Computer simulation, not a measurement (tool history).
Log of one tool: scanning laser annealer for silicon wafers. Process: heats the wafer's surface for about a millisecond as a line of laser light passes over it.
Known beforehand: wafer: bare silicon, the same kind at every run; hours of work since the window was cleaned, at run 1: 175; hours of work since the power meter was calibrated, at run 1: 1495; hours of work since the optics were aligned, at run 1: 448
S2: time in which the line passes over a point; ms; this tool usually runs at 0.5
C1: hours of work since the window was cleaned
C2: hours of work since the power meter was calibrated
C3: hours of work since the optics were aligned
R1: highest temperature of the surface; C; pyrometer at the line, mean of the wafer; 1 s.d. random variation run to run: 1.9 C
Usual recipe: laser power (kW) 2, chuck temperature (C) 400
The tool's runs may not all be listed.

Run 1, hour 0: usual settings; C1 175; C2 1495; C3 448. Result: R1 1214 C.
Run 2, hour 56.8: usual settings but chuck temperature (C) 380; C1 208; C2 1528; C3 481. Result: R1 1191 C.
Run 3, hour 116.4: usual settings but laser power (kW) 1.895; C1 243; C2 1563; C3 516. Result: R1 1156 C.
Run 4, hour 180.6: usual settings but laser power (kW) 2.138; C1 280; C2 1601; C3 554. Result: R1 1281 C.
Run 5, hour 240.2: usual settings; C1 315; C2 1635; C3 588. Result: R1 1206 C.
Run 6, hour 303.7: usual settings; C1 353; C2 1673; C3 626. Result: R1 1206 C.
Run 7, hour 340.7: usual settings but S2 0.378 ms; C1 374; C2 1694; C3 647. Result: R1 1102 C.
Run 8, hour 407.6: usual settings but S2 0.576 ms; C1 413; C2 1733; C3 686. Result: R1 1253 C.
Run 9, hour 468: usual settings but S2 0.576 ms; C1 449; C2 1769; C3 722. Result: R1 1249 C.
At hour 479.4: optics aligned, line set to its width.
Run 10, hour 531.1: usual settings but S2 0.576 ms; C1 483; C2 1803; C3 30. Result: R1 1245 C.
Run 11, hour 602: usual settings but S2 0.576 ms; C1 524; C2 1844; C3 72. Result: R1 1244 C.
Run 12, hour 646.8: usual settings but S2 0.576 ms; C1 550; C2 1870; C3 98. Result: R1 1237 C.
Run 13, hour 706.3: usual settings but S2 0.576 ms; C1 585; C2 1905; C3 133. Result: R1 1233 C.
Run 14, hour 767.8: usual settings but laser power (kW) 2.159, S2 0.576 ms; C1 621; C2 1941; C3 169. Result: R1 1323 C.
Run 15, hour 813.7: usual settings but laser power (kW) 2.159, S2 0.576 ms; C1 648; C2 1968; C3 196. Result: R1 1322 C.
Run 16, hour 866.4: usual settings but laser power (kW) 2.159, S2 0.576 ms; C1 679; C2 1999; C3 226. Result: R1 1318 C.
At hour 898.8: optics aligned, line set to its width, once more.
Run 17, hour 943.2: usual settings but laser power (kW) 2.178, S2 0.423 ms, chuck temperature (C) 388; C1 721; C2 2041; C3 26. Result: R1 1204 C.
Run 18, hour 984: usual settings but laser power (kW) 1.804, S2 0.46 ms, chuck temperature (C) 433; C1 745; C2 2065; C3 50. Result: R1 1097 C.
Run 19, hour 1023.7: usual settings but laser power (kW) 1.804, S2 0.46 ms, chuck temperature (C) 433; C1 768; C2 2088; C3 73. Result: R1 1098 C.
Run 20, hour 1091.2: usual settings but laser power (kW) 1.793, S2 0.435 ms, chuck temperature (C) 440; C1 807; C2 2128; C3 113. Result: R1 1080 C.

Predict the results of run 21:
Run 21, hour 1155.1: usual settings but laser power (kW) 2.158, chuck temperature (C) 436; C1 845; C2 2165; C3 150. Result: R1 ?.

{"run 21": {"R1": 1299}}
Without the tool's hidden state the same run would have given R1 1349 C.
